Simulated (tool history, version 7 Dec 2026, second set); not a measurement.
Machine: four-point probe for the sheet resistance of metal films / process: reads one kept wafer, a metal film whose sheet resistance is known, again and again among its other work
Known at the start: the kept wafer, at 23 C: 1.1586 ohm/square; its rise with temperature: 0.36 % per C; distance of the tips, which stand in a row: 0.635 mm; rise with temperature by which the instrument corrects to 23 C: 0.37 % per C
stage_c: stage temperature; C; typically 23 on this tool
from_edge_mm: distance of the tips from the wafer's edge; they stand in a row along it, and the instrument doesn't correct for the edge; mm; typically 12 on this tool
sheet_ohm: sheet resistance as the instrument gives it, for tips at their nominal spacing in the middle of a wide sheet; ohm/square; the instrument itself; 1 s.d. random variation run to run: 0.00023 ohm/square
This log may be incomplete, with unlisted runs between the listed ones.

run,hour,stage_c,from_edge_mm,sheet_ohm
1,0.0,23,12,1.143639
2,64.6,23,12,1.143188
3,133.0,20,12,1.143276
4,187.7,20,6,1.147880
5,227.2,20,6,1.147548
# hour 280.5: new probe head fitted
6,306.2,20,6,1.166037
7,366.1,20,6,1.165723
8,427.7,20,6,1.165139
9,512.1,20,6,1.164663
10,558.1,20,6,1.163939
11,607.8,20,6,1.163398
12,697.3,23,12,1.157569
13,794.6,23,12,1.156999
14,876.8,26,10,1.156714
15,958.3,19,6,1.161866
16,1010.3,22,3,1.181022
17,1074.6,24,22,1.153735
18,1133.0,24,22,1.153552
19,1200.0,24,22,1.152809
20,1249.8,18,48,1.153074
21,1322.9,19,14,1.153499
22,1380.5,19,14,1.153210
23,1447.8,25,6,1.157376
24,1529.9,26,7,1.154961

Consider 3 possible next runs. They are alternatives, not a sequence: every one starts from the tool as it was left by run 24. What does each give?
A,1602.3,21,8,?
B,1602.3,22,14,?
C,1602.3,23,66,?

run,sheet_ohm
A,1.153686
B,1.151137
C,1.149681
What these runs would have given with no unlogged condition in the tool:
run,sheet_ohm
A,1.162683
B,1.160110
C,1.158638
